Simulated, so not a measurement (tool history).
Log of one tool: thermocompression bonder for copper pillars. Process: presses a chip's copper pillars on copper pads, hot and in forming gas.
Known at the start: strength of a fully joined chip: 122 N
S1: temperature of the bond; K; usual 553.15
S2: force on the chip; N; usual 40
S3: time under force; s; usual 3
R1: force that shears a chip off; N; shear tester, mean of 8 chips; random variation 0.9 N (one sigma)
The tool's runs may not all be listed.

run   hour      S1  S2  S3    R1
  1      0  553.15  40   3  71.5
      31.1  -- forming gas filter changed
  2     34  553.15  40   2  67.9
  3   53.4  553.15  40   2  69.9
  4     84  553.15  40   2  67.2
  5  120.6  564.15  40   3  80.5
  6  148.9  553.15  43   3  78.1
  7  173.6  553.15  43   3  77.6
  8    203  553.15  43   3  78.1
     219.6  -- force cell calibrated
  9  219.6  553.15  43   3  73.6
 10  240.3  553.15  57   3  85.3
 11  261.8  553.15  40   3    68
 12  298.2  553.15  47   3  73.5
     304.6  -- forming gas filter changed
 13  318.6  553.15  47   3  82.9
 14  352.6  553.15  47   3  81.3
 15  389.3  553.15  47   3  81.2
 16    421  553.15  47   3  79.1
 17  453.4  543.15  47   3  71.9
 18  484.2  543.15  47   3  73.2
 19  510.9  543.15  47   3  71.1
 20  536.6  543.15  47   7  88.1
 21    573  582.15  40   3  79.3
       576  -- forming gas filter changed
 22  594.5  555.15  40   3  73.5
 23  614.7  577.15  40   5  95.2
 24  637.5  577.15  40   5  92.6
 25  664.5  534.15  33   8    73
 26  694.7  546.15  25   3  44.3
 27  721.1  583.15  36   8  97.4
 28  737.2  559.15  35   4  72.3
 29  768.4  559.15  38   4    75
 30  799.2  533.15  48   2    59
 31  816.2  533.15  48   2  60.1
 32  840.9  559.15  42   3  74.1
     849.5  -- forming gas filter changed
 33  877.8  559.15  42   3  81.2
 34    906  559.15  27   2    48
 35  921.5  553.15  54   3    89
 36  942.1  553.15  43   2  70.6
 37  976.9  553.15  43   2    67
 38  995.8  575.15  43   2  77.1

The next listed run, before its measurement:
 39  1016.1  575.15  43   2   ?

{"run 39": {"R1": 76.9}}
Without the tool's hidden state the same run would have given R1 80.9 N.
